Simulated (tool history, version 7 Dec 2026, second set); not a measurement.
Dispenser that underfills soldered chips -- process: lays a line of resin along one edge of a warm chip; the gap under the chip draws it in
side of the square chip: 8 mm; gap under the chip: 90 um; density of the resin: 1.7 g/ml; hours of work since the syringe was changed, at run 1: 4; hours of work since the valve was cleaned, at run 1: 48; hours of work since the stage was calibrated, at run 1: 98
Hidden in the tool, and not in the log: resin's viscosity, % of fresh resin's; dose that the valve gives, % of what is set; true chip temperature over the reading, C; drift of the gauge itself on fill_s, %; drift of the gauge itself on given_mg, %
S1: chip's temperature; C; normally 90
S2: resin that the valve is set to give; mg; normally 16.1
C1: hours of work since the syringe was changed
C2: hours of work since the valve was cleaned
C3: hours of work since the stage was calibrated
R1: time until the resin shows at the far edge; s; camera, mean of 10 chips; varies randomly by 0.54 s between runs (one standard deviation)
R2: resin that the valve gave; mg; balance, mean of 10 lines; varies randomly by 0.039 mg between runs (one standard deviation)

| run | hour | S1 | S2 | C1 | C2 | C3 | R1 | R2 |
|---|---|---|---|---|---|---|---|---|
| 1 | 0.0 | 90 | 16.1 | 4 | 48 | 98 | 58.0 | 15.84 |
|  | 6.2 | new syringe of resin |
|  | 8.2 | dispensing valve cleaned and set on the balance |
| 2 | 8.6 | 83 | 16.1 | 1 | 0 | 103 | 61.6 | 16.06 |
| 3 | 13.8 | 83 | 16.1 | 4 | 3 | 106 | 78.8 | 16.07 |
|  | 19.0 | new syringe of resin |
| 4 | 19.3 | 87 | 16.1 | 0 | 7 | 109 | 47.8 | 16.00 |
| 5 | 23.2 | 90 | 19.3 | 3 | 9 | 111 | 52.7 | 19.20 |
|  | 30.9 | new syringe of resin |
| 6 | 31.9 | 90 | 19.3 | 1 | 14 | 117 | 45.1 | 19.18 |
| 7 | 38.1 | 90 | 19.3 | 4 | 18 | 120 | 61.1 | 19.17 |
|  | 43.0 | new syringe of resin |
| 8 | 44.7 | 90 | 17.3 | 1 | 22 | 124 | 46.7 | 17.01 |
| 9 | 51.2 | 90 | 17.3 | 5 | 26 | 128 | 64.3 | 17.12 |
|  | 54.9 | new syringe of resin |
| 10 | 57.6 | 93 | 16.1 | 2 | 30 | 132 | 46.0 | 15.92 |
| 11 | 63.8 | 93 | 16.1 | 5 | 34 | 136 | 60.9 | 15.84 |
|  | 66.9 | new syringe of resin |
| 12 | 72.3 | 90 | 16.1 | 3 | 39 | 141 | 55.8 | 15.87 |
|  | 79.2 | new syringe of resin |
| 13 | 80.5 | 77 | 16.4 | 1 | 44 | 146 | 72.5 | 16.09 |
| 14 | 87.6 | 77 | 16.4 | 5 | 48 | 150 | 100.5 | 16.08 |
|  | 91.3 | new syringe of resin |
| 15 | 93.3 | 90 | 16.3 | 1 | 51 | 154 | 47.7 | 15.97 |
|  | 95.8 | dispensing valve cleaned and set on the balance |
| 16 | 100.4 | 90 | 17.6 | 5 | 3 | 157 | 65.0 | 17.58 |
|  | 104.5 | new syringe of resin |
| 17 | 108.2 | 94 | 14.6 | 2 | 8 | 162 | 45.3 | 14.52 |
| 18 | 115.6 | 92 | 19.2 | 7 | 12 | 167 | 68.0 | 19.07 |
|  | 116.4 | new syringe of resin |
| 19 | 122.3 | 91 | 19.3 | 4 | 16 | 170 | 56.2 | 19.15 |
| 20 | 126.6 | 102 | 18.5 | 6 | 19 | 173 | 47.8 | 18.34 |
|  | 128.7 | new syringe of resin |
| 21 | 134.7 | 92 | 14.8 | 4 | 24 | 178 | 54.5 | 14.62 |
|  | 141.2 | new syringe of resin |
| 22 | 143.5 | 87 | 17.2 | 1 | 29 | 183 | 53.1 | 16.96 |
| 23 | 147.8 | 87 | 16.0 | 4 | 31 | 186 | 66.1 | 15.74 |

What if the next run were any one of these 4? Each begins from the tool's condition after run 23:
|  | 153.4 | new syringe of resin |
| A | 153.4 | 98 | 16.1 | 0 | 35 | 189 | ? | ? |
|  | 153.4 | new syringe of resin |
| B | 153.4 | 102 | 15.8 | 0 | 35 | 189 | ? | ? |
|  | 153.4 | new syringe of resin |
| C | 153.4 | 97 | 15.7 | 0 | 35 | 189 | ? | ? |
|  | 153.4 | new syringe of resin |
| D | 153.4 | 85 | 16.1 | 0 | 35 | 189 | ? | ? |

| run | R1 | R2 |
|---|---|---|
| A | 32.5 | 15.83 |
| B | 29.0 | 15.61 |
| C | 34.3 | 15.49 |
| D | 50.8 | 15.82 |
Without the tool's hidden state the same runs would have given:
| run | R1 | R2 |
|---|---|---|
| A | 33.9 | 16.07 |
| B | 30.2 | 15.85 |
| C | 35.7 | 15.72 |
| D | 53.1 | 16.07 |
